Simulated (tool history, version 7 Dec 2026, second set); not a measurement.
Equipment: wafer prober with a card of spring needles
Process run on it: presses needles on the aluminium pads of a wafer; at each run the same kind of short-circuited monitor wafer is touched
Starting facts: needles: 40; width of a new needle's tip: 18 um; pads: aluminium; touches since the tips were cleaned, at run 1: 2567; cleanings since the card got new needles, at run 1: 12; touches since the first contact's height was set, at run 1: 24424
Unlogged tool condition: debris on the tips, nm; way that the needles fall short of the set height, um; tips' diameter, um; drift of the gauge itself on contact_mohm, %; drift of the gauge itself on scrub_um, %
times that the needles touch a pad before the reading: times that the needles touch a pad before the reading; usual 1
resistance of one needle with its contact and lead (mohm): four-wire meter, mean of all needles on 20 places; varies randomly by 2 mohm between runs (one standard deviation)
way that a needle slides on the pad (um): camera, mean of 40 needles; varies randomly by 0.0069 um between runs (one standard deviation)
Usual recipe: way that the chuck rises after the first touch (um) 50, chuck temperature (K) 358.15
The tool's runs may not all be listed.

run	hour	way that the chuck rises after the first touch (um)	chuck temperature (K)	times that the needles touch a pad before the reading	touches since the tips were cleaned	cleanings since the card got new needles	touches since the first contact's height was set	resistance of one needle with its contact and lead (mohm)	way that a needle slides on the pad (um)
1	0	50	358.15	1	2567	12	24424	300	6.922
2	7.2	50	358.15	1	6003	12	27860	355	6.933
# hour 13.5: tips cleaned on abrasive film
3	15.1	50	358.15	1	772	13	31598	262	6.918
4	26.3	50	358.15	1	6147	13	36973	362	6.921
# hour 32.4: tips cleaned on abrasive film
5	36.5	50	358.15	1	1977	14	41833	289	6.93
6	48.3	50	358.15	1	7604	14	47460	364	6.91
# hour 51: tips cleaned on abrasive film
7	53.7	49	358.15	1	1276	15	50023	275	6.779
8	63.5	50	369.15	1	5978	15	54725	358	6.902
# hour 69.4: tips cleaned on abrasive film
9	74.9	50	319.15	1	2622	16	60119	296	6.895
10	84.8	50	319.15	1	7403	16	64900	368	6.915
# hour 88.3: tips cleaned on abrasive film
11	90.1	50	319.15	3	872	17	67362	222	6.88
12	99	50	319.15	3	5123	17	71613	253	6.873
# hour 107.3: tips cleaned on abrasive film
13	108.4	50	325.15	3	553	18	76099	228	6.886
14	115.2	50	325.15	3	3791	18	79337	253	6.879
15	122.9	50	325.15	3	7499	18	83045	269	6.885
# hour 125.6: tips cleaned on abrasive film
16	130.6	50	325.15	3	2400	19	86697	243	6.867
17	140.8	50	304.15	1	7280	19	91577	371	6.856
# hour 144.4: tips cleaned on abrasive film
18	147.3	30	363.15	1	1375	20	94635	390	4.073
# hour 149: height of the first contact set anew
19	154.3	34	395.15	1	4582	20	2527	460	4.742
# hour 163.3: tips cleaned on abrasive film
20	164.5	59	358.15	1	559	21	7386	246	8.191
21	171.5	40	358.15	1	3910	21	10737	392	5.537
22	176.6	49	340.15	3	6364	21	13191	272	6.795
# hour 181.9: tips cleaned on abrasive film
23	187.2	54	313.15	1	2504	22	18194	281	7.492
24	195	53	397.15	1	6259	22	21949	346	7.35
# hour 201: tips cleaned on abrasive film
25	202.7	57	315.15	1	795	23	25576	239	7.911
26	212.8	70	321.15	1	5633	23	30414	279	9.694
# hour 219.5: tips cleaned on abrasive film
27	222.1	68	358.15	2	1216	24	34832	227	9.423
28	232.5	42	309.15	2	6214	24	39830	334	5.818
# hour 238.6: tips cleaned on abrasive film
29	239.6	42	309.15	2	495	25	43192	234	5.807
30	250.3	50	360.15	3	5623	25	48320	271	6.917
# hour 257.2: tips cleaned on abrasive film
31	258	47	361.15	3	378	26	51954	235	6.478
32	264.2	59	385.15	3	3342	26	54918	251	8.157

Run 33 is up next; what results do you expect?
33	270.8	61	299.15	2	6524	26	58100	?	?

resistance of one needle with its contact and lead (mohm): 268
way that a needle slides on the pad (um): 8.438
The same run, on a tool lacking any hidden state, would have yielded resistance of one needle with its contact and lead (mohm) 202, way that a needle slides on the pad (um) 8.485.
